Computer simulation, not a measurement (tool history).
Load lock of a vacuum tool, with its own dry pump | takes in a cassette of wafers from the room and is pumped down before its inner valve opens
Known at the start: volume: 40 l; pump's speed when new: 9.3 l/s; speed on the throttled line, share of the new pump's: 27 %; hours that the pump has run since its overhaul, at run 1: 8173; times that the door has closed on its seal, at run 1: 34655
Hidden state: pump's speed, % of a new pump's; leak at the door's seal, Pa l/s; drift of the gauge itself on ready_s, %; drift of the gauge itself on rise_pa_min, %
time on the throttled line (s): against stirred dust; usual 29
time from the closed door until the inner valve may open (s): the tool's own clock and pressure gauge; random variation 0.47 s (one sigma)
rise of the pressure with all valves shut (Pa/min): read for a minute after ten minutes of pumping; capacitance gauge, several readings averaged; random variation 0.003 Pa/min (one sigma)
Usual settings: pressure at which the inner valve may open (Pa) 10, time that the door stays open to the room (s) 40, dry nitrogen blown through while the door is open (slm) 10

run,hour,time on the throttled line (s),pressure at which the inner valve may open (Pa),time that the door stays open to the room (s),dry nitrogen blown through while the door is open (slm),hours that the pump has run since its overhaul,times that the door has closed on its seal,"incoming humidity of the room's air, %",time from the closed door until the inner valve may open (s),rise of the pressure with all valves shut (Pa/min)
1,0.0,29,10,40,10,8173,34655,48.1,60.3,0.044
2,151.9,29,10,40,10,8325,35406,43.4,61.1,0.038
3,330.2,29,10,40,10,8503,36288,42.4,61.0,0.035
4,420.7,29,10,40,8,8593,36735,46.3,62.0,0.046
5,543.0,29,10,40,8,8716,37340,44.5,61.1,0.037
6,687.9,29,10,40,5,8861,38057,44.9,61.2,0.047
7,868.1,29,10,40,5,9041,38948,44.7,62.1,0.054
8,1029.2,29,10,40,27,9202,39745,47.4,60.3,0.028
9,1147.2,29,10,40,10,9320,40329,44.9,61.7,0.040
10,1280.2,29,10,40,10,9453,40986,45.0,61.0,0.038
11,1396.0,29,10,40,25,9569,41559,45.0,61.1,0.025
12,1514.6,56,11,67,10,9687,42145,42.5,80.5,0.043
13,1666.1,18,11,64,26,9839,42895,45.9,52.6,0.033
14,1814.0,38,10,46,10,9987,43626,44.4,68.2,0.045
15,1917.9,29,15,40,10,10091,44140,44.3,59.3,0.033
16,2075.8,29,20,40,10,10249,44921,45.6,58.4,0.035
17,2231.9,29,7,40,37,10405,45693,42.3,62.4,0.019
18,2323.3,55,10,29,10,10496,46145,46.3,80.2,0.040
19,2530.0,55,10,29,10,10703,47167,44.2,80.3,0.032
20,2673.3,55,10,29,10,10846,47876,42.8,80.3,0.040
21,2830.6,55,10,29,10,11003,48654,45.5,80.4,0.037

5 ways to go on from here, each from the tool as it stands after run 21. What would each give?
A,3027.5,55,13,29,10,11200,49628,46.4,?,?
B,3027.5,55,8,29,10,11200,49628,45.6,?,?
C,3027.5,25,14,179,10,11200,49628,46.8,?,?
D,3027.5,55,11,142,11,11200,49628,46.3,?,?
E,3027.5,29,10,40,36,11200,49628,47.4,?,?

run,time from the closed door until the inner valve may open (s),rise of the pressure with all valves shut (Pa/min)
A,78.6,0.039
B,81.8,0.044
C,56.7,0.070
D,80.1,0.063
E,61.4,0.027
Without the tool's hidden state the same runs would have given:
run,time from the closed door until the inner valve may open (s),rise of the pressure with all valves shut (Pa/min)
A,78.6,0.038
B,81.8,0.044
C,56.7,0.069
D,80.0,0.063
E,61.4,0.026

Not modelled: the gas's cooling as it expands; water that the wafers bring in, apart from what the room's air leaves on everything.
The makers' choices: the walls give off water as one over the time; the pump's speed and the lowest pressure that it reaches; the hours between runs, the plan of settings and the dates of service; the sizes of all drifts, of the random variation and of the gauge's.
